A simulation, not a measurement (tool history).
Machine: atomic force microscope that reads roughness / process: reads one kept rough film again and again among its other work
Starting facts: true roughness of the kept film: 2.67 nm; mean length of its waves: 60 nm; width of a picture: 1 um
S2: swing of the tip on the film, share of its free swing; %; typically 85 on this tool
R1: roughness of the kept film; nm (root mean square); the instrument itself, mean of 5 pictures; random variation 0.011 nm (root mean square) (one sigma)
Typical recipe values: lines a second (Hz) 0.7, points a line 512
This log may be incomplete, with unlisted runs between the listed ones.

Run 1, day 0: usual settings. Result: R1 2.47 nm (root mean square).
At day 0.367: new tip fitted.
Run 2, day 0.867: usual settings but points a line 1001. Result: R1 2.473 nm (root mean square).
Run 3, day 1.504: usual settings but lines a second (Hz) 3.408, points a line 1001. Result: R1 2.11 nm (root mean square).
At day 1.729: new tip fitted.
Run 4, day 2.175: usual settings but lines a second (Hz) 3.408, points a line 1001. Result: R1 2.11 nm (root mean square).
Run 5, day 2.942: usual settings but S2 89 %. Result: R1 2.458 nm (root mean square).
At day 3.054: new tip fitted.
Run 6, day 3.979: usual settings but S2 89 %. Result: R1 2.455 nm (root mean square).
At day 4.438: new tip fitted.
Run 7, day 5.038: usual settings. Result: R1 2.479 nm (root mean square).
At day 5.812: new tip fitted.
Run 8, day 6.45: usual settings but points a line 539. Result: R1 2.488 nm (root mean square).
At day 7.108: new tip fitted.
Run 9, day 7.867: usual settings but points a line 539. Result: R1 2.487 nm (root mean square).
At day 8.433: new tip fitted.
Run 10, day 9.071: usual settings but points a line 539. Result: R1 2.481 nm (root mean square).
Run 11, day 9.679: usual settings but points a line 539. Result: R1 2.465 nm (root mean square).
At day 9.817: new tip fitted.
Run 12, day 10.392: usual settings but S2 81 %. Result: R1 2.488 nm (root mean square).
At day 11.233: new tip fitted.
Run 13, day 11.362: usual settings but lines a second (Hz) 0.699. Result: R1 2.484 nm (root mean square).
Run 14, day 12.275: usual settings but lines a second (Hz) 0.699, points a line 593. Result: R1 2.465 nm (root mean square).
At day 12.562: new tip fitted.
Run 15, day 13.133: usual settings but lines a second (Hz) 1.558, S2 67 %, points a line 691. Result: R1 2.492 nm (root mean square).
At day 13.896: new tip fitted.
Run 16, day 13.988: usual settings but lines a second (Hz) 2.804, S2 60 %, points a line 415. Result: R1 2.48 nm (root mean square).
Run 17, day 14.858: usual settings but lines a second (Hz) 1.804, S2 67 %, points a line 415. Result: R1 2.478 nm (root mean square).
At day 15.204: new tip fitted.
Run 18, day 16.279: usual settings but lines a second (Hz) 1.891, S2 81 %, points a line 415. Result: R1 2.343 nm (root mean square).
At day 16.533: new tip fitted.
Run 19, day 16.938: usual settings but lines a second (Hz) 3.408, S2 81 %, points a line 321. Result: R1 2.183 nm (root mean square).
At day 17.85: new tip fitted.
Run 20, day 18.229: usual settings but lines a second (Hz) 2.109, S2 60 %, points a line 374. Result: R1 2.515 nm (root mean square).
At day 19.217: new tip fitted.
Run 21, day 19.262: usual settings but S2 71 %. Result: R1 2.524 nm (root mean square).
At day 20.575: new tip fitted.
Run 22, day 20.696: usual settings but S2 71 %. Result: R1 2.534 nm (root mean square).

Predict the results of run 23:
At day 21.95: new tip fitted.
Run 23, day 22.054: usual settings but S2 71 %. Result: R1 ?.

Run 23 gave R1 2.541 nm (root mean square).
Without the tool's hidden state the same run would have given R1 2.54 nm (root mean square).
